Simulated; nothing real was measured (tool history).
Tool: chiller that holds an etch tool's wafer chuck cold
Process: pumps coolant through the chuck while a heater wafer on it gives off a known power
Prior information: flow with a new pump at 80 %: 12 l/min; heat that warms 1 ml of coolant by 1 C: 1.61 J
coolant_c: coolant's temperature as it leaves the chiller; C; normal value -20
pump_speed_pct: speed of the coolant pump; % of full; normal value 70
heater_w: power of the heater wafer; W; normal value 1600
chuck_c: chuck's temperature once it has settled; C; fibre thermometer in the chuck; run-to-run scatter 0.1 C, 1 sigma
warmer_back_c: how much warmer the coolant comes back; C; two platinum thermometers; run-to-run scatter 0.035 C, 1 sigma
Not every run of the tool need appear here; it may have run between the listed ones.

{"run": 1, "day": 0.0, "coolant_c": -20, "pump_speed_pct": 70, "heater_w": 1600, "chuck_c": -8.3, "warmer_back_c": 5.77}
{"run": 2, "day": 3.096, "coolant_c": -20, "pump_speed_pct": 79, "heater_w": 1600, "chuck_c": -9.7, "warmer_back_c": 5.08}
{"run": 3, "day": 7.038, "coolant_c": -20, "pump_speed_pct": 79, "heater_w": 1600, "chuck_c": -9.4, "warmer_back_c": 5.11}
{"run": 4, "day": 9.767, "coolant_c": -20, "pump_speed_pct": 79, "heater_w": 1600, "chuck_c": -9.4, "warmer_back_c": 5.02}
{"run": 5, "day": 13.429, "coolant_c": -20, "pump_speed_pct": 79, "heater_w": 1600, "chuck_c": -9.5, "warmer_back_c": 5.05}
{"run": 6, "day": 19.029, "coolant_c": -20, "pump_speed_pct": 79, "heater_w": 1493, "chuck_c": -9.9, "warmer_back_c": 4.81}
{"run": 7, "day": 24.675, "coolant_c": -20, "pump_speed_pct": 79, "heater_w": 1881, "chuck_c": -7.5, "warmer_back_c": 6.05}
{"run": 8, "day": 28.733, "coolant_c": -20, "pump_speed_pct": 70, "heater_w": 1600, "chuck_c": -8.1, "warmer_back_c": 5.89}
{"run": 9, "day": 33.358, "coolant_c": -20, "pump_speed_pct": 70, "heater_w": 918, "chuck_c": -13.1, "warmer_back_c": 3.47}
{"run": 10, "day": 38.429, "coolant_c": -20, "pump_speed_pct": 70, "heater_w": 918, "chuck_c": -13.2, "warmer_back_c": 3.47}
{"run": 11, "day": 42.05, "coolant_c": -11, "pump_speed_pct": 70, "heater_w": 1600, "chuck_c": 1.0, "warmer_back_c": 5.88}
{"run": 12, "day": 46.696, "coolant_c": -11, "pump_speed_pct": 70, "heater_w": 1600, "chuck_c": 0.9, "warmer_back_c": 5.96}
{"run": 13, "day": 52.808, "coolant_c": -11, "pump_speed_pct": 70, "heater_w": 1600, "chuck_c": 1.0, "warmer_back_c": 5.99}
{"run": 14, "day": 56.517, "coolant_c": -11, "pump_speed_pct": 70, "heater_w": 1600, "chuck_c": 0.8, "warmer_back_c": 5.97}
{"run": 15, "day": 61.425, "coolant_c": -11, "pump_speed_pct": 70, "heater_w": 1600, "chuck_c": 0.8, "warmer_back_c": 6.04}
{"run": 16, "day": 66.233, "coolant_c": -20, "pump_speed_pct": 70, "heater_w": 1600, "chuck_c": -8.1, "warmer_back_c": 5.96}
{"run": 17, "day": 70.812, "coolant_c": -23, "pump_speed_pct": 88, "heater_w": 2380, "chuck_c": -8.8, "warmer_back_c": 6.8}
{"run": 18, "day": 75.071, "coolant_c": -19, "pump_speed_pct": 75, "heater_w": 2353, "chuck_c": -2.7, "warmer_back_c": 8.1}
{"run": 19, "day": 78.054, "coolant_c": -24, "pump_speed_pct": 75, "heater_w": 1631, "chuck_c": -12.5, "warmer_back_c": 5.67}
{"run": 20, "day": 81.496, "coolant_c": -17, "pump_speed_pct": 75, "heater_w": 1631, "chuck_c": -5.6, "warmer_back_c": 5.8}
{"run": 21, "day": 85.079, "coolant_c": -17, "pump_speed_pct": 75, "heater_w": 1631, "chuck_c": -5.6, "warmer_back_c": 5.75}
{"run": 22, "day": 87.983, "coolant_c": -17, "pump_speed_pct": 75, "heater_w": 1631, "chuck_c": -5.6, "warmer_back_c": 5.72}
{"run": 23, "day": 94.05, "coolant_c": -20, "pump_speed_pct": 87, "heater_w": 1313, "chuck_c": -12.0, "warmer_back_c": 3.7}
{"run": 24, "day": 97.954, "coolant_c": -26, "pump_speed_pct": 87, "heater_w": 1313, "chuck_c": -18.0, "warmer_back_c": 3.71}
{"run": 25, "day": 103.208, "coolant_c": -20, "pump_speed_pct": 83, "heater_w": 1595, "chuck_c": -9.8, "warmer_back_c": 4.71}
{"run": 26, "day": 107.929, "coolant_c": -20, "pump_speed_pct": 83, "heater_w": 1595, "chuck_c": -10.0, "warmer_back_c": 4.8}
{"run": 27, "day": 110.567, "coolant_c": -20, "pump_speed_pct": 83, "heater_w": 1595, "chuck_c": -9.8, "warmer_back_c": 4.86}
{"run": 28, "day": 113.058, "coolant_c": -11, "pump_speed_pct": 82, "heater_w": 2204, "chuck_c": 3.1, "warmer_back_c": 6.73}
{"run": 29, "day": 116.462, "coolant_c": -20, "pump_speed_pct": 71, "heater_w": 1608, "chuck_c": -8.4, "warmer_back_c": 5.86}
{"run": 30, "day": 119.062, "coolant_c": -29, "pump_speed_pct": 96, "heater_w": 882, "chuck_c": -24.1, "warmer_back_c": 2.34}
{"run": 31, "day": 123.512, "coolant_c": -29, "pump_speed_pct": 96, "heater_w": 882, "chuck_c": -24.1, "warmer_back_c": 2.34}
{"run": 32, "day": 128.462, "coolant_c": -29, "pump_speed_pct": 66, "heater_w": 1532, "chuck_c": -16.9, "warmer_back_c": 6.05}

Between the runs listed above, the log contained 2 entries, not reproduced here. Where in the sequence does each belong, and how does what the log doesn't record of the tool's condition differ from the listed run before to the listed run after?
Runs 22 to 23: gauge calibrated (day 88.442)
  coolant's true temperature over the reading, C: 0.01 -> 0.02; drift of the gauge itself on warmer_back_c, C: 0.3 -> 0.02
  measured less the result without the state, warmer_back_c: +0.30 -> +0.03 C
Runs 25 to 26: coolant changed, channels flushed (day 105.925)
  heat passed by the chuck's channels, % of clean ones': 99.8 -> 100; drift of the gauge itself on warmer_back_c, C: 0.05 -> 0.06
  measured less the result without the state, warmer_back_c: +0.05 -> +0.07 C
